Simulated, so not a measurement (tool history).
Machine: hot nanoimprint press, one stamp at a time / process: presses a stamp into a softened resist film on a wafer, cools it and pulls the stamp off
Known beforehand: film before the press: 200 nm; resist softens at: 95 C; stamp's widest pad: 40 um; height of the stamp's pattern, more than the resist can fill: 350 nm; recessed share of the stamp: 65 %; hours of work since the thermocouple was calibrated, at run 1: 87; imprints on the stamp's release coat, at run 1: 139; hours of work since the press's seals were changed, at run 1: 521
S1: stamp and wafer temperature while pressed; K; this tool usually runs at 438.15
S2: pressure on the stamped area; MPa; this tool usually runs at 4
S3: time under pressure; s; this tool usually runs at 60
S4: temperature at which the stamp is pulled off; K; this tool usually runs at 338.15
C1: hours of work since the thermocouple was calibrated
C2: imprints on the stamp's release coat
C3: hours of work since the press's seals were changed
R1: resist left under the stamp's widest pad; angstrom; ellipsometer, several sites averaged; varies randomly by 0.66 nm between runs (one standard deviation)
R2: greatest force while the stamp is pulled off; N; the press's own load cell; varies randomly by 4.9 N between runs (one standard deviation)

run   hour      S1    S2  S3      S4   C1   C2   C3    R1   R2
  1      0  438.15     4  60  338.15   87  139  521  1111  251
  2   24.6  438.15  3.68  60  338.15  106  196  540  1147  256
  3   58.3  441.15     4  60  338.15  132  275  566  1031  263
  4   98.1  438.15     4  60  338.15  163  368  597  1108  271
  5  137.7  438.15     4  87  338.15  193  460  628  1001  279
  6  158.3  438.15     4  87  323.15  209  508  644   994  386
  7  177.6  438.15     4  87  323.15  224  553  659  1004  372
  8  214.2  430.15  2.49  51  324.15  253  638  687  1647  376
  9  241.3  430.15  2.49  51  324.15  274  702  708  1651  387
 10    268  438.15     4  51  338.15  294  764  729  1179  296
 11  287.6  440.15  2.58  87  344.15  309  810  744  1200  266
 12  306.6  440.15  2.58  87  344.15  324  854  759  1198  271
     344.9  -- stamp cleaned and given a new release coat
 13  352.2  440.15  2.58  87  344.15  355   17  790  1215  213

Predict each of these 4 candidate next runs independently; none follows another, all start after run 13:
  A  387.1  440.15  2.69  87  329.15  382  99  817   ?   ?
  B  387.1  438.15  3.14  60  330.15  382  99  817   ?   ?
  C  387.1  444.15  2.58  49  344.15  382  99  817   ?   ?
  D  387.1  438.15  3.11  60  338.15  382  99  817   ?   ?

run    R1   R2
  A  1190  311
  B  1274  294
  C  1285  215
  D  1292  253
What these runs would have given with no unlogged condition in the tool:
run    R1   R2
  A  1131  295
  B  1209  279
  C  1229  202
  D  1228  239
